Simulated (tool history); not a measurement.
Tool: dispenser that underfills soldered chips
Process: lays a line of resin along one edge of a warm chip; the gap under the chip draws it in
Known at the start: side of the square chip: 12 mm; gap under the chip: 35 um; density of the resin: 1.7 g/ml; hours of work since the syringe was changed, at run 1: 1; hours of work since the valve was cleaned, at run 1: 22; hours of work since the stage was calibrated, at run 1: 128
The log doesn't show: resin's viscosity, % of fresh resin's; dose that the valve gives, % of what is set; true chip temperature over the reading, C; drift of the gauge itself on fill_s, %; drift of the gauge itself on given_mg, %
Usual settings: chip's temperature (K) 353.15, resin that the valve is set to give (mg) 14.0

run   hour  chip's temperature (K)  resin that the valve is set to give (mg)  hours of work since the syringe was changed  hours of work since the valve was cleaned  hours of work since the stage was calibrated  time until the resin shows at the far edge (s)  resin that the valve gave (mg)
  1    0.0                  353.15                                      14.0                                            1                                         22                                           128                                           224.0                           13.87
      10.8  -- new syringe of resin
  2   11.6                  353.15                                      13.8                                            1                                         31                                           137                                           210.9                           13.40
  3   22.4                  353.15                                      14.0                                            9                                         39                                           145                                           441.6                           13.46
      24.0  -- new syringe of resin
  4   33.0                  353.15                                      18.1                                            7                                         47                                           153                                           350.0                           17.37
      36.9  -- new syringe of resin
  5   46.9                  353.15                                      18.1                                            8                                         58                                           163                                           391.8                           17.37
      50.4  -- new syringe of resin
  6   56.9                  353.15                                      18.1                                            5                                         65                                           171                                           303.3                           17.12
      63.4  -- new syringe of resin
  7   68.6                  351.15                                      14.0                                            4                                         74                                           179                                           312.6                           13.22
      76.2  -- new syringe of resin
  8   77.4                  351.15                                      14.0                                            1                                         80                                           186                                           227.3                           12.99
  9   86.6                  353.15                                      14.8                                            8                                         87                                           193                                           394.4                           13.82
      89.3  -- new syringe of resin
 10   93.3                  353.15                                      12.4                                            3                                         92                                           198                                           260.2                           11.49
     102.7  -- new syringe of resin
 11  107.8                  353.15                                      14.2                                            4                                        103                                           209                                           271.6                           13.05
     115.2  -- new syringe of resin
 12  120.0                  353.15                                      17.9                                            4                                        112                                           218                                           264.6                           16.23
     128.0  -- new syringe of resin
 13  133.2                  353.15                                      17.9                                            4                                        122                                           228                                           271.0                           16.14
     141.1  -- new syringe of resin
 14  143.8                  344.15                                      17.9                                            2                                        130                                           236                                           335.4                           15.83
 15  149.9                  353.15                                      14.8                                            7                                        135                                           240                                           354.6                           13.17
     154.1  -- new syringe of resin
     156.3  -- dispensing valve cleaned and set on the balance
 16  164.7                  353.15                                      14.8                                            7                                          6                                           251                                           378.3                           14.74
     168.5  -- new syringe of resin
 17  178.0                  353.15                                      14.8                                            7                                         16                                           261                                           358.6                           14.60
     180.9  -- new syringe of resin
 18  189.8                  353.15                                      14.8                                            7                                         25                                           269                                           351.9                           14.43
     193.3  -- new syringe of resin
 19  196.8                  353.15                                      14.8                                            3                                         30                                           275                                           234.6                           14.47
 20  204.9                  361.15                                      15.6                                            9                                         37                                           281                                           295.3                           15.10
     206.5  -- new syringe of resin
 21  217.4                  361.15                                      15.6                                            8                                         46                                           290                                           290.6                           14.91
     219.2  -- new syringe of resin
     232.3  -- new syringe of resin
 22  232.3                  339.15                                      14.0                                            0                                         57                                           301                                           335.4                           13.28
 23  241.7                  339.15                                      14.0                                            7                                         64                                           308                                           651.8                           13.18
     244.7  -- new syringe of resin
 24  249.7                  339.15                                      14.0                                            4                                         70                                           314                                           493.0                           13.02
     257.2  -- new syringe of resin
 25  260.9                  349.15                                      12.4                                            3                                         78                                           323                                           301.2                           11.53
     270.4  -- new syringe of resin
 26  273.6                  349.15                                      12.4                                            2                                         88                                           332                                           293.2                           11.36
 27  281.3                  359.15                                      12.4                                            8                                         94                                           338                                           332.0                           11.25
     282.7  -- new syringe of resin
     295.5  -- new syringe of resin
 28  295.9                  340.15                                      15.7                                            0                                        105                                           349                                           328.9                           14.36
     308.2  -- new syringe of resin
 29  309.1                  340.15                                      15.7                                            1                                        114                                           359                                           341.9                           14.10
 30  317.9                  340.15                                      15.7                                            7                                        121                                           365                                           626.3                           13.94
     320.9  -- new syringe of resin
 31  326.1                  363.15                                      16.0                                            4                                        127                                           372                                           174.7                           14.12
     334.0  -- new syringe of resin
 32  337.4                  340.15                                      12.2                                            3                                        136                                           380                                           436.7                           10.59
     341.6  -- dispensing valve cleaned and set on the balance
 33  345.4                  361.15                                      15.7                                            8                                          3                                           385                                           280.0                           15.60
     347.8  -- new syringe of resin
 34  353.6                  353.15                                      12.6                                            4                                          9                                           391                                           285.0                           12.62
     360.6  -- new syringe of resin
 35  363.4                  359.15                                      14.0                                            2                                         16                                           399                                           179.1                           13.85

How the hidden state differs across the entries between the runs, from the last listed run before each to the first after it:
Between runs 1 and 2: new syringe of resin (hour 10.8)
  resin's viscosity, % of fresh resin's: 114.3 -> 106.5; dose that the valve gives, % of what is set: 98.25 -> 97.46; true chip temperature over the reading, C: 0.54 -> 0.58
  measured less the result without the state, time until the resin shows at the far edge (s): +24.0 -> +8.6; resin that the valve gave (mg): -0.24 -> -0.35
Between runs 3 and 4: new syringe of resin (hour 24.0)
  resin's viscosity, % of fresh resin's: 223 -> 184.1; dose that the valve gives, % of what is set: 96.79 -> 96.16; true chip temperature over the reading, C: 0.62 -> 0.66
  measured less the result without the state, time until the resin shows at the far edge (s): +239.0 -> +154.9; resin that the valve gave (mg): -0.45 -> -0.70
Between runs 4 and 5: new syringe of resin (hour 36.9)
  resin's viscosity, % of fresh resin's: 184.1 -> 203; dose that the valve gives, % of what is set: 96.16 -> 95.29; true chip temperature over the reading, C: 0.66 -> 0.71
  measured less the result without the state, time until the resin shows at the far edge (s): +154.9 -> +193.2; resin that the valve gave (mg): -0.70 -> -0.85
Between runs 5 and 6: new syringe of resin (hour 50.4)
  resin's viscosity, % of fresh resin's: 203 -> 157.3; dose that the valve gives, % of what is set: 95.29 -> 94.66; true chip temperature over the reading, C: 0.71 -> 0.75
  measured less the result without the state, time until the resin shows at the far edge (s): +193.2 -> +104.4; resin that the valve gave (mg): -0.85 -> -0.96
Between runs 6 and 7: new syringe of resin (hour 63.4)
  resin's viscosity, % of fresh resin's: 157.3 -> 144.5; dose that the valve gives, % of what is set: 94.66 -> 93.85; true chip temperature over the reading, C: 0.75 -> 0.8
  measured less the result without the state, time until the resin shows at the far edge (s): +104.4 -> +90.8; resin that the valve gave (mg): -0.96 -> -0.86
Between runs 7 and 8: new syringe of resin (hour 76.2)
  resin's viscosity, % of fresh resin's: 144.5 -> 107.3; dose that the valve gives, % of what is set: 93.85 -> 93.29; true chip temperature over the reading, C: 0.8 -> 0.83
  measured less the result without the state, time until the resin shows at the far edge (s): +90.8 -> +9.8; resin that the valve gave (mg): -0.86 -> -0.94
Between runs 9 and 10: new syringe of resin (hour 89.3)
  resin's viscosity, % of fresh resin's: 202.5 -> 129.7; dose that the valve gives, % of what is set: 92.68 -> 92.28; true chip temperature over the reading, C: 0.87 -> 0.9
  measured less the result without the state, time until the resin shows at the far edge (s): +194.0 -> +55.6; resin that the valve gave (mg): -1.08 -> -0.95
Between runs 10 and 11: new syringe of resin (hour 102.7)
  resin's viscosity, % of fresh resin's: 129.7 -> 140.6; dose that the valve gives, % of what is set: 92.28 -> 91.38; true chip temperature over the reading, C: 0.9 -> 0.95
  measured less the result without the state, time until the resin shows at the far edge (s): +55.6 -> +72.9; resin that the valve gave (mg): -0.95 -> -1.24
Between runs 11 and 12: new syringe of resin (hour 115.2)
  resin's viscosity, % of fresh resin's: 140.6 -> 140.2; dose that the valve gives, % of what is set: 91.38 -> 90.55; true chip temperature over the reading, C: 0.95 -> 1
  measured less the result without the state, time until the resin shows at the far edge (s): +72.9 -> +68.6; resin that the valve gave (mg): -1.24 -> -1.69
Between runs 12 and 13: new syringe of resin (hour 128.0)
  resin's viscosity, % of fresh resin's: 140.2 -> 143.1; dose that the valve gives, % of what is set: 90.55 -> 89.64; true chip temperature over the reading, C: 1 -> 1.05
  measured less the result without the state, time until the resin shows at the far edge (s): +68.6 -> +73.8; resin that the valve gave (mg): -1.69 -> -1.87
Between runs 13 and 14: new syringe of resin (hour 141.1)
  resin's viscosity, % of fresh resin's: 143.1 -> 119.9; dose that the valve gives, % of what is set: 89.64 -> 88.9; true chip temperature over the reading, C: 1.05 -> 1.09
  measured less the result without the state, time until the resin shows at the far edge (s): +73.8 -> +43.1; resin that the valve gave (mg): -1.87 -> -1.98
Between runs 15 and 16: new syringe of resin (hour 154.1); dispensing valve cleaned and set on the balance (hour 156.3)
  resin's viscosity, % of fresh resin's: 183.1 -> 195.2; dose that the valve gives, % of what is set: 88.46 -> 99.29; true chip temperature over the reading, C: 1.11 -> 1.17
  measured less the result without the state, time until the resin shows at the far edge (s): +154.3 -> +175.0; resin that the valve gave (mg): -1.71 -> -0.10
Between runs 16 and 17: new syringe of resin (hour 168.5)
  resin's viscosity, % of fresh resin's: 195.2 -> 190.3; dose that the valve gives, % of what is set: 99.29 -> 98.32; true chip temperature over the reading, C: 1.17 -> 1.22
  measured less the result without the state, time until the resin shows at the far edge (s): +175.0 -> +160.4; resin that the valve gave (mg): -0.10 -> -0.25
Between runs 17 and 18: new syringe of resin (hour 180.9)
  resin's viscosity, % of fresh resin's: 190.3 -> 184.1; dose that the valve gives, % of what is set: 98.32 -> 97.57; true chip temperature over the reading, C: 1.22 -> 1.27
  measured less the result without the state, time until the resin shows at the far edge (s): +160.4 -> +150.7; resin that the valve gave (mg): -0.25 -> -0.36
Between runs 18 and 19: new syringe of resin (hour 193.3)
  resin's viscosity, % of fresh resin's: 184.1 -> 124.3; dose that the valve gives, % of what is set: 97.57 -> 97.09; true chip temperature over the reading, C: 1.27 -> 1.29
  measured less the result without the state, time until the resin shows at the far edge (s): +150.7 -> +35.8; resin that the valve gave (mg): -0.36 -> -0.43
Between runs 20 and 21: new syringe of resin (hour 206.5)
  resin's viscosity, % of fresh resin's: 217.2 -> 212.8; dose that the valve gives, % of what is set: 96.57 -> 95.78; true chip temperature over the reading, C: 1.32 -> 1.37
  measured less the result without the state, time until the resin shows at the far edge (s): +152.2 -> +146.7; resin that the valve gave (mg): -0.54 -> -0.66
Between runs 21 and 22: new syringe of resin (hour 219.2); new syringe of resin (hour 232.3)
  resin's viscosity, % of fresh resin's: 212.8 -> 97.9; dose that the valve gives, % of what is set: 95.78 -> 94.86; true chip temperature over the reading, C: 1.37 -> 1.43
  measured less the result without the state, time until the resin shows at the far edge (s): +146.7 -> -27.6; resin that the valve gave (mg): -0.66 -> -0.72
Between runs 23 and 24: new syringe of resin (hour 244.7)
  resin's viscosity, % of fresh resin's: 187 -> 142.4; dose that the valve gives, % of what is set: 94.23 -> 93.68; true chip temperature over the reading, C: 1.47 -> 1.5
  measured less the result without the state, time until the resin shows at the far edge (s): +282.0 -> +125.8; resin that the valve gave (mg): -0.80 -> -0.88
Between runs 24 and 25: new syringe of resin (hour 257.2)
  resin's viscosity, % of fresh resin's: 142.4 -> 130.5; dose that the valve gives, % of what is set: 93.68 -> 92.92; true chip temperature over the reading, C: 1.5 -> 1.54
  measured less the result without the state, time until the resin shows at the far edge (s): +125.8 -> +58.8; resin that the valve gave (mg): -0.88 -> -0.88
Between runs 25 and 26: new syringe of resin (hour 270.4)
  resin's viscosity, % of fresh resin's: 130.5 -> 127.7; dose that the valve gives, % of what is set: 92.92 -> 92.08; true chip temperature over the reading, C: 1.54 -> 1.59
  measured less the result without the state, time until the resin shows at the far edge (s): +58.8 -> +52.1; resin that the valve gave (mg): -0.88 -> -0.98
Between runs 27 and 28: new syringe of resin (hour 282.7); new syringe of resin (hour 295.5)
  resin's viscosity, % of fresh resin's: 216 -> 100.8; dose that the valve gives, % of what is set: 91.57 -> 90.66; true chip temperature over the reading, C: 1.62 -> 1.68
  measured less the result without the state, time until the resin shows at the far edge (s): +171.3 -> -20.4; resin that the valve gave (mg): -1.05 -> -1.47
Between runs 28 and 29: new syringe of resin (hour 308.2)
  resin's viscosity, % of fresh resin's: 100.8 -> 105.7; dose that the valve gives, % of what is set: 90.66 -> 89.78; true chip temperature over the reading, C: 1.68 -> 1.73
  measured less the result without the state, time until the resin shows at the far edge (s): -20.4 -> -4.8; resin that the valve gave (mg): -1.47 -> -1.61
Between runs 30 and 31: new syringe of resin (hour 320.9)
  resin's viscosity, % of fresh resin's: 194.1 -> 141.3; dose that the valve gives, % of what is set: 89.12 -> 88.62; true chip temperature over the reading, C: 1.77 -> 1.8
  measured less the result without the state, time until the resin shows at the far edge (s): +280.2 -> +43.2; resin that the valve gave (mg): -1.71 -> -1.82
Between runs 31 and 32: new syringe of resin (hour 334.0)
  resin's viscosity, % of fresh resin's: 141.3 -> 127.3; dose that the valve gives, % of what is set: 88.62 -> 87.93; true chip temperature over the reading, C: 1.8 -> 1.84
  measured less the result without the state, time until the resin shows at the far edge (s): +43.2 -> +76.7; resin that the valve gave (mg): -1.82 -> -1.46
Between runs 32 and 33: dispensing valve cleaned and set on the balance (hour 341.6)
  resin's viscosity, % of fresh resin's: 127.3 -> 206.7; dose that the valve gives, % of what is set: 87.93 -> 99.94; true chip temperature over the reading, C: 1.84 -> 1.87
  measured less the result without the state, time until the resin shows at the far edge (s): +76.7 -> +134.2; resin that the valve gave (mg): -1.46 -> -0.01
Between runs 33 and 34: new syringe of resin (hour 347.8)
  resin's viscosity, % of fresh resin's: 206.7 -> 151.1; dose that the valve gives, % of what is set: 99.94 -> 99.44; true chip temperature over the reading, C: 1.87 -> 1.9
  measured less the result without the state, time until the resin shows at the far edge (s): +134.2 -> +81.2; resin that the valve gave (mg): -0.01 -> -0.07
Between runs 34 and 35: new syringe of resin (hour 360.6)
  resin's viscosity, % of fresh resin's: 151.1 -> 122.8; dose that the valve gives, % of what is set: 99.44 -> 98.84; true chip temperature over the reading, C: 1.9 -> 1.94
  measured less the result without the state, time until the resin shows at the far edge (s): +81.2 -> +21.8; resin that the valve gave (mg): -0.07 -> -0.16

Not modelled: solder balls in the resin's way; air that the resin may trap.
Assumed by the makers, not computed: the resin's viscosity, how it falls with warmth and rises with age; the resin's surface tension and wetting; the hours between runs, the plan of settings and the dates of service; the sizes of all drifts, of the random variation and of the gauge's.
